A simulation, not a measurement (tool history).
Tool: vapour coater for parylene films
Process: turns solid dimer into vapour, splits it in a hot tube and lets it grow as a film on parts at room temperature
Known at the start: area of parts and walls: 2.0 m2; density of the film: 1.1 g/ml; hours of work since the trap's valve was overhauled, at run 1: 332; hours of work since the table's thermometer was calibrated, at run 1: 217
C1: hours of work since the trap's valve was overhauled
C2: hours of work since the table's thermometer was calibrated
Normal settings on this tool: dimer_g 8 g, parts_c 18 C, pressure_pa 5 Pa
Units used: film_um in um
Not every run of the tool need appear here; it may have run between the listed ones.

{"run": 1, "day": 0.0, "dimer_g": 8, "parts_c": 18, "pressure_pa": 5, "C1": 332, "C2": 217, "film_um": 2.19}
{"run": 2, "day": 1.008, "dimer_g": 8, "parts_c": 18, "pressure_pa": 5, "C1": 344, "C2": 228, "film_um": 2.14}
{"run": 3, "day": 1.508, "dimer_g": 8, "parts_c": 18, "pressure_pa": 5, "C1": 349, "C2": 234, "film_um": 2.18}
{"run": 4, "day": 2.538, "dimer_g": 8, "parts_c": 18, "pressure_pa": 5, "C1": 361, "C2": 245, "film_um": 2.17}
{"run": 5, "day": 3.275, "dimer_g": 8, "parts_c": 18, "pressure_pa": 2.14, "C1": 369, "C2": 253, "film_um": 2.39}
{"run": 6, "day": 4.325, "dimer_g": 8, "parts_c": 18, "pressure_pa": 5, "C1": 380, "C2": 265, "film_um": 2.19}
{"run": 7, "day": 5.179, "dimer_g": 9, "parts_c": 18, "pressure_pa": 5, "C1": 390, "C2": 274, "film_um": 2.41}
{"run": 8, "day": 5.725, "dimer_g": 8, "parts_c": 15, "pressure_pa": 5, "C1": 396, "C2": 280, "film_um": 2.36}
{"run": 9, "day": 6.454, "dimer_g": 8, "parts_c": 11, "pressure_pa": 5, "C1": 404, "C2": 288, "film_um": 2.49}
{"run": 10, "day": 6.908, "dimer_g": 7, "parts_c": 18, "pressure_pa": 5, "C1": 409, "C2": 293, "film_um": 1.91}
{"run": 11, "day": 7.504, "dimer_g": 7, "parts_c": 18, "pressure_pa": 5, "C1": 416, "C2": 300, "film_um": 1.89}
{"run": 12, "day": 8.333, "dimer_g": 7, "parts_c": 18, "pressure_pa": 5, "C1": 425, "C2": 309, "film_um": 1.88}
{"run": 13, "day": 8.962, "dimer_g": 8, "parts_c": 18, "pressure_pa": 5, "C1": 432, "C2": 316, "film_um": 2.09}
{"run": 14, "day": 9.996, "dimer_g": 5, "parts_c": 18, "pressure_pa": 5, "C1": 443, "C2": 327, "film_um": 1.33}
{"run": 15, "day": 10.758, "dimer_g": 5, "parts_c": 18, "pressure_pa": 5, "C1": 452, "C2": 336, "film_um": 1.32}
{"run": 16, "day": 11.75, "dimer_g": 5, "parts_c": 18, "pressure_pa": 5, "C1": 463, "C2": 347, "film_um": 1.36}
{"run": 17, "day": 12.3, "dimer_g": 8, "parts_c": 18, "pressure_pa": 5.59, "C1": 469, "C2": 353, "film_um": 2.15}
{"run": 18, "day": 12.862, "dimer_g": 8, "parts_c": 18, "pressure_pa": 5.59, "C1": 475, "C2": 359, "film_um": 2.12}
{"run": 19, "day": 13.621, "dimer_g": 8, "parts_c": 12, "pressure_pa": 9.14, "C1": 483, "C2": 368, "film_um": 2.24}
{"run": 20, "day": 14.254, "dimer_g": 8, "parts_c": 12, "pressure_pa": 9.14, "C1": 490, "C2": 375, "film_um": 2.23}
{"run": 21, "day": 15.154, "dimer_g": 3, "parts_c": 23, "pressure_pa": 7.12, "C1": 500, "C2": 385, "film_um": 0.71}

The next listed run, before its measurement:
{"run": 22, "day": 15.667, "dimer_g": 12, "parts_c": 14, "pressure_pa": 10.59, "C1": 506, "C2": 390, "film_um": "?"}

For run 22 the tool returned film_um 3.12 um.
With the hidden condition absent and the run-to-run variation left alone, this run would have shown film_um 3.31 um.
